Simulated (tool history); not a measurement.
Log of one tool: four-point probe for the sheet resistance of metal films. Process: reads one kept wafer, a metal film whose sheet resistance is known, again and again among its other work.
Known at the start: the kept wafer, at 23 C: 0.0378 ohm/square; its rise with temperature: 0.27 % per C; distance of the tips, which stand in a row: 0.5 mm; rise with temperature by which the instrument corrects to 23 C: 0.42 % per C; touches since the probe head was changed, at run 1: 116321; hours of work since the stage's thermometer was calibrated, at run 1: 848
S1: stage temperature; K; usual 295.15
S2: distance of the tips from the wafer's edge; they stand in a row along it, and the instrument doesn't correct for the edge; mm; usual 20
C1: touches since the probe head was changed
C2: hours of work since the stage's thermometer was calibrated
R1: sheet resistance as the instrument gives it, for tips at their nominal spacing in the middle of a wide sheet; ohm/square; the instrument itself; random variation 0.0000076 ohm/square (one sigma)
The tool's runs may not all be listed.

{"run": 1, "hour": 0.0, "S1": 295.15, "S2": 20, "C1": 116321, "C2": 848, "R1": 0.038353}
{"run": 2, "hour": 78.7, "S1": 292.15, "S2": 20, "C1": 118579, "C2": 899, "R1": 0.038524}
{"run": 3, "hour": 164.0, "S1": 292.15, "S2": 20, "C1": 121027, "C2": 954, "R1": 0.038521}
{"run": 4, "hour": 218.1, "S1": 292.15, "S2": 20, "C1": 122577, "C2": 989, "R1": 0.038532}
{"run": 5, "hour": 277.4, "S1": 300.15, "S2": 20, "C1": 124280, "C2": 1027, "R1": 0.038082}
{"run": 6, "hour": 352.5, "S1": 295.15, "S2": 4, "C1": 126433, "C2": 1075, "R1": 0.038659}
{"run": 7, "hour": 403.7, "S1": 295.15, "S2": 73, "C1": 127902, "C2": 1109, "R1": 0.038364}
{"run": 8, "hour": 470.3, "S1": 295.15, "S2": 73, "C1": 129813, "C2": 1152, "R1": 0.038353}
{"hour": 565.7, "done": "stage's thermometer calibrated"}
{"run": 9, "hour": 570.5, "S1": 295.15, "S2": 20, "C1": 132672, "C2": 3, "R1": 0.038409}
{"run": 10, "hour": 663.6, "S1": 295.15, "S2": 20, "C1": 135343, "C2": 63, "R1": 0.038413}
{"run": 11, "hour": 740.9, "S1": 295.15, "S2": 20, "C1": 137560, "C2": 113, "R1": 0.038419}
{"run": 12, "hour": 807.0, "S1": 295.15, "S2": 20, "C1": 139457, "C2": 156, "R1": 0.03843}
{"run": 13, "hour": 899.7, "S1": 295.15, "S2": 20, "C1": 142117, "C2": 216, "R1": 0.038414}
{"run": 14, "hour": 951.0, "S1": 296.15, "S2": 36, "C1": 143587, "C2": 249, "R1": 0.038369}
{"hour": 1035.6, "done": "new probe head fitted"}
{"run": 15, "hour": 1049.4, "S1": 296.15, "S2": 36, "C1": 394, "C2": 312, "R1": 0.037909}
{"run": 16, "hour": 1151.7, "S1": 296.15, "S2": 36, "C1": 3330, "C2": 378, "R1": 0.037913}
{"run": 17, "hour": 1263.0, "S1": 305.15, "S2": 12, "C1": 6521, "C2": 450, "R1": 0.037453}
{"run": 18, "hour": 1320.9, "S1": 294.15, "S2": 37, "C1": 8183, "C2": 487, "R1": 0.038036}
{"run": 19, "hour": 1379.3, "S1": 295.15, "S2": 8, "C1": 9859, "C2": 525, "R1": 0.038051}
{"run": 20, "hour": 1464.2, "S1": 295.15, "S2": 8, "C1": 12292, "C2": 580, "R1": 0.038063}
{"run": 21, "hour": 1576.5, "S1": 297.15, "S2": 17, "C1": 15514, "C2": 652, "R1": 0.037894}
{"run": 22, "hour": 1683.1, "S1": 297.15, "S2": 17, "C1": 18572, "C2": 721, "R1": 0.037906}
{"run": 23, "hour": 1747.1, "S1": 297.15, "S2": 17, "C1": 20409, "C2": 762, "R1": 0.037897}
{"run": 24, "hour": 1845.9, "S1": 292.15, "S2": 40, "C1": 23244, "C2": 826, "R1": 0.038174}

Forecast run 25:
{"run": 25, "hour": 1926.1, "S1": 291.15, "S2": 17, "C1": 25544, "C2": 878, "R1": "?"}

Run 25 gave R1 0.038249 ohm/square.
Without the tool's hidden state the same run would have given R1 0.038107 ohm/square.
